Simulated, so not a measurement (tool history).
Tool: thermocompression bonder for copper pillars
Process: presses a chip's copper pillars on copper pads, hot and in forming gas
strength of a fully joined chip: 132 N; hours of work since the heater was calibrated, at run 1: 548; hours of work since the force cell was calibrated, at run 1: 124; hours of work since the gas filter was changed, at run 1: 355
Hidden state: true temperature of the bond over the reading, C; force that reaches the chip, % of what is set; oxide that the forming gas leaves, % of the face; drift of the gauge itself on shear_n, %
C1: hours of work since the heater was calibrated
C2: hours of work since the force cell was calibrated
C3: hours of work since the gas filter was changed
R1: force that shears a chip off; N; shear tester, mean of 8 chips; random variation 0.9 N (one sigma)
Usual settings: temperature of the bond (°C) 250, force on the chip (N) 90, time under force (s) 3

run 1 day=0 | temperature_of_the_bond_(°C)=250 force_on_the_chip_(N)=90 time_under_force_(s)=3 | C1=548 C2=124 C3=355 | R1=64.8
run 2 day=0.192 | temperature_of_the_bond_(°C)=250 force_on_the_chip_(N)=90 time_under_force_(s)=3 | C1=551 C2=126 C3=357 | R1=66
run 3 day=0.596 | temperature_of_the_bond_(°C)=250 force_on_the_chip_(N)=90 time_under_force_(s)=3 | C1=555 C2=131 C3=362 | R1=65.3
run 4 day=0.962 | temperature_of_the_bond_(°C)=250 force_on_the_chip_(N)=90 time_under_force_(s)=3 | C1=559 C2=135 C3=366 | R1=65
run 5 day=1.179 | temperature_of_the_bond_(°C)=250 force_on_the_chip_(N)=90 time_under_force_(s)=2 | C1=562 C2=137 C3=368 | R1=57.3
run 6 day=1.421 | temperature_of_the_bond_(°C)=250 force_on_the_chip_(N)=90 time_under_force_(s)=2 | C1=564 C2=140 C3=371 | R1=55.9
run 7 day=1.721 | temperature_of_the_bond_(°C)=250 force_on_the_chip_(N)=76 time_under_force_(s)=3 | C1=568 C2=144 C3=375 | R1=58.2

The next listed run, before its measurement:
run 8 day=2.117 | temperature_of_the_bond_(°C)=250 force_on_the_chip_(N)=76 time_under_force_(s)=3 | C1=572 C2=148 C3=379 | R1=?

R1: 58.7 N
Without the tool's hidden state the same run would have given R1 67.7 N.
